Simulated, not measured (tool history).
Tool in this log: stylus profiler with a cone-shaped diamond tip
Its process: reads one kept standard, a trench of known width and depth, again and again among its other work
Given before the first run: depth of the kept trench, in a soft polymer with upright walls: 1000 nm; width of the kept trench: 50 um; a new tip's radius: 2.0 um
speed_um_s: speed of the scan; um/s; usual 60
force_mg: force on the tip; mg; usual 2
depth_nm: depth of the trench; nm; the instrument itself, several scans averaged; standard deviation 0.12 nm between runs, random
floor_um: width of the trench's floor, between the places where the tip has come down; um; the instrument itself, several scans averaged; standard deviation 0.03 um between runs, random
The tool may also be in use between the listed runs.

| run | hour | speed_um_s | force_mg | depth_nm | floor_um |
|---|---|---|---|---|---|
| 1 | 0 | 60 | 2 | 1010.59 | 45.14 |
| 2 | 29.1 | 60 | 2 | 1010.4 | 45.11 |
| 3 | 49.9 | 60 | 2 | 1010.54 | 45.04 |
| 4 | 78.4 | 60 | 2 | 1010.7 | 44.97 |
| 5 | 103.5 | 60 | 4.27 | 1017.21 | 45.02 |
| 6 | 126.5 | 60 | 2 | 1010.45 | 44.99 |
| 7 | 143.1 | 60 | 2 | 1010.73 | 44.97 |
| 8 | 162.2 | 18 | 3.85 | 1016.25 | 45.24 |
| 9 | 189.1 | 79 | 1.37 | 1008.76 | 44.6 |
| 10 | 217.4 | 79 | 1.37 | 1008.66 | 44.56 |
| 11 | 246.8 | 60 | 5.69 | 1020.88 | 44.97 |
| 12 | 258.5 | 20 | 3.56 | 1015.37 | 45.15 |
| 13 | 277 | 75 | 3.31 | 1014.81 | 44.76 |
| 14 | 300.3 | 75 | 3.31 | 1014.86 | 44.72 |

Forecast each of these 4 alternatives for the next run:
| A | 317.3 | 75 | 4.08 | ? | ? |
| B | 317.3 | 28 | 1.63 | ? | ? |
| C | 317.3 | 116 | 3.93 | ? | ? |
| D | 317.3 | 75 | 2.97 | ? | ? |

| run | depth_nm | floor_um |
|---|---|---|
| A | 1016.94 | 44.78 |
| B | 1009.66 | 44.86 |
| C | 1016.62 | 44.53 |
| D | 1014.02 | 44.69 |
With the hidden condition removed and each run's random variation left untouched, the same runs would have given:
| run | depth_nm | floor_um |
|---|---|---|
| A | 1015.95 | 46.17 |
| B | 1008.67 | 46.25 |
| C | 1015.63 | 45.92 |
| D | 1013.03 | 46.08 |

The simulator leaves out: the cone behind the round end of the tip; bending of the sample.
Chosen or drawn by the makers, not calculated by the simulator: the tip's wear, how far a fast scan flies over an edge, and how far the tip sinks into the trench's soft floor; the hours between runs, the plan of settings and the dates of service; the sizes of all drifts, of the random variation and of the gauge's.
